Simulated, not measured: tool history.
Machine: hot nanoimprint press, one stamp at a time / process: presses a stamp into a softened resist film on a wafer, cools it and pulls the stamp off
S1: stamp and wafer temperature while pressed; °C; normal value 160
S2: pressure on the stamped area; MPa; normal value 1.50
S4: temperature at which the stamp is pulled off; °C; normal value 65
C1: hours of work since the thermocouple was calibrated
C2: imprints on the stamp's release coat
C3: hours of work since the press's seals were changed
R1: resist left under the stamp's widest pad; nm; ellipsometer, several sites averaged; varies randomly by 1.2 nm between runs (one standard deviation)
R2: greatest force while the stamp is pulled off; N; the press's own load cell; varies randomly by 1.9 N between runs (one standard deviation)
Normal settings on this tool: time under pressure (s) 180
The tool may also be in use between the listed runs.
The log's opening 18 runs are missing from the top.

{"run": 19, "hour": 484.8, "S1": 153, "S2": 1.5, "time under pressure (s)": 101, "S4": 62, "C1": 22, "C2": 314, "C3": 454, "R1": 313.5, "R2": 110}
{"run": 20, "hour": 517.7, "S1": 154, "S2": 1.24, "time under pressure (s)": 101, "S4": 57, "C1": 44, "C2": 455, "C3": 476, "R1": 312.9, "R2": 126}
{"run": 21, "hour": 547.9, "S1": 154, "S2": 1.24, "time under pressure (s)": 101, "S4": 57, "C1": 64, "C2": 585, "C3": 496, "R1": 316.4, "R2": 128}
{"run": 22, "hour": 583.5, "S1": 168, "S2": 1.57, "time under pressure (s)": 92, "S4": 65, "C1": 88, "C2": 737, "C3": 520, "R1": 147.7, "R2": 111}
{"run": 23, "hour": 603.7, "S1": 168, "S2": 1.57, "time under pressure (s)": 92, "S4": 65, "C1": 101, "C2": 823, "C3": 534, "R1": 148.2, "R2": 113}
{"run": 24, "hour": 622.0, "S1": 168, "S2": 1.57, "time under pressure (s)": 92, "S4": 65, "C1": 114, "C2": 902, "C3": 546, "R1": 148.4, "R2": 111}
{"run": 25, "hour": 648.1, "S1": 158, "S2": 0.94, "time under pressure (s)": 244, "S4": 64, "C1": 131, "C2": 1013, "C3": 563, "R1": 227.1, "R2": 114}
{"run": 26, "hour": 667.5, "S1": 153, "S2": 1.56, "time under pressure (s)": 180, "S4": 65, "C1": 144, "C2": 1097, "C3": 576, "R1": 277.6, "R2": 114}
{"run": 27, "hour": 687.3, "S1": 159, "S2": 1.31, "time under pressure (s)": 236, "S4": 65, "C1": 157, "C2": 1181, "C3": 590, "R1": 191.6, "R2": 114}
{"run": 28, "hour": 703.6, "S1": 168, "S2": 1.52, "time under pressure (s)": 327, "S4": 63, "C1": 168, "C2": 1251, "C3": 600, "R1": 88.9, "R2": 125}
{"run": 29, "hour": 723.8, "S1": 165, "S2": 1.52, "time under pressure (s)": 327, "S4": 52, "C1": 182, "C2": 1337, "C3": 614, "R1": 106.2, "R2": 144}
{"run": 30, "hour": 743.7, "S1": 160, "S2": 1.99, "time under pressure (s)": 273, "S4": 64, "C1": 195, "C2": 1423, "C3": 627, "R1": 144.0, "R2": 123}

Below are 4 alternative next runs, each starting from the tool's condition after run 30. Predict each:
{"run": "A", "hour": 772.6, "S1": 153, "S2": 1.5, "time under pressure (s)": 180, "S4": 52, "C1": 214, "C2": 1546, "C3": 647, "R1": "?", "R2": "?"}
{"run": "B", "hour": 772.6, "S1": 150, "S2": 1.5, "time under pressure (s)": 235, "S4": 65, "C1": 214, "C2": 1546, "C3": 647, "R1": "?", "R2": "?"}
{"run": "C", "hour": 772.6, "S1": 169, "S2": 2.12, "time under pressure (s)": 135, "S4": 64, "C1": 214, "C2": 1546, "C3": 647, "R1": "?", "R2": "?"}
{"run": "D", "hour": 772.6, "S1": 160, "S2": 1.17, "time under pressure (s)": 122, "S4": 64, "C1": 214, "C2": 1546, "C3": 647, "R1": "?", "R2": "?"}

run=A R1=282.0 R2=148
run=B R1=300.1 R2=120
run=C R1=106.4 R2=118
run=D R1=239.7 R2=118
What these runs would have given with no unlogged condition in the tool:
run=A R1=269.5 R2=131
run=B R1=288.2 R2=106
run=C R1=98.6 R2=103
run=D R1=228.5 R2=104

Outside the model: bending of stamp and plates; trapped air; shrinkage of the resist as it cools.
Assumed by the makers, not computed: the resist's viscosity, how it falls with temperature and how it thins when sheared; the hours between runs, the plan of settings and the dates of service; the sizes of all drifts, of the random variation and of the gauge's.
